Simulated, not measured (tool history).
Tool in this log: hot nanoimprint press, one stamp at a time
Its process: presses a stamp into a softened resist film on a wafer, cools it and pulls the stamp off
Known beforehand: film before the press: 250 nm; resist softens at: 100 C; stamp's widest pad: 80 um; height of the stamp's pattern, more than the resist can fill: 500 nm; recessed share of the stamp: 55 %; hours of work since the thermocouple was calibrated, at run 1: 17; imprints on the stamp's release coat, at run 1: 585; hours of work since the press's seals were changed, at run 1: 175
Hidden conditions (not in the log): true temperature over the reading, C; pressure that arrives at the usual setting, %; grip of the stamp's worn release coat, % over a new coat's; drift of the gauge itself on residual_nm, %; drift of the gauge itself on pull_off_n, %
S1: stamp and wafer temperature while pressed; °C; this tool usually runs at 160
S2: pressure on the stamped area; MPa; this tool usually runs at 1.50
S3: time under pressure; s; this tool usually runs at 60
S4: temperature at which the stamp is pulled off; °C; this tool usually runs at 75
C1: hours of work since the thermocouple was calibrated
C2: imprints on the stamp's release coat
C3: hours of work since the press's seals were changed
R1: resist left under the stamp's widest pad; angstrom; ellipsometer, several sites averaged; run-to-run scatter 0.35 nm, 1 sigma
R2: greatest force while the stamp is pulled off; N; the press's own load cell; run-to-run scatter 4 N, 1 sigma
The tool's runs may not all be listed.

run   hour   S1    S2   S3  S4   C1    C2   C3    R1   R2
  1    0.0  160  1.50   60  75   17   585  175  1312  243
  2    9.1  160  1.50   60  65   23   612  181  1301  310
  3   21.8  160  1.50   60  65   33   650  191  1303  311
  4   33.8  160  1.50   45  65   41   687  199  1422  319
  5   45.0  160  1.50   45  65   50   720  208  1412  319
  6   59.7  159  1.50   60  75   60   764  218  1348  259
  7   68.7  160  1.50   60  75   67   791  225  1301  260
  8   81.2  160  1.50   60  75   76   829  234  1302  273
  9   94.6  160  1.50   60  75   86   869  244  1298  280
 10  107.6  160  1.50   60  75   95   908  253  1298  275
 11  118.0  162  2.00   63  62  103   940  261  1010  370
 12  127.8  160  1.50   51  75  110   969  268  1360  286
 13  134.8  160  1.50   51  75  115   990  273  1354  278
 14  149.1  160  1.50   51  75  125  1033  283  1356  284
 15  159.5  160  1.50   51  75  133  1064  291  1357  296
 16  172.1  150  1.50  119  73  142  1102  300  1547  306
     181.3  -- stamp cleaned and given a new release coat
 17  189.4  149  1.50   60  70  150    24  308  1885  216
 18  199.5  171  1.35   60  75  158    55  316   924  197
 19  212.6  171  1.35   60  75  167    94  325   919  201

Each row is a separate what-if for the run after 19, all from the same tool condition, not one after another. Results?
  A  222.0  171  1.69  60  75  174  122  332   ?   ?
  B  222.0  157  1.35  60  75  174  122  332   ?   ?
  C  222.0  171  1.35  60  68  174  122  332   ?   ?

run    R1   R2
  A   810  197
  B  1507  204
  C   925  232
The same runs, with their run-to-run variation unchanged, on a tool lacking any hidden condition would have given:
run    R1   R2
  A   819  191
  B  1533  198
  C   939  224
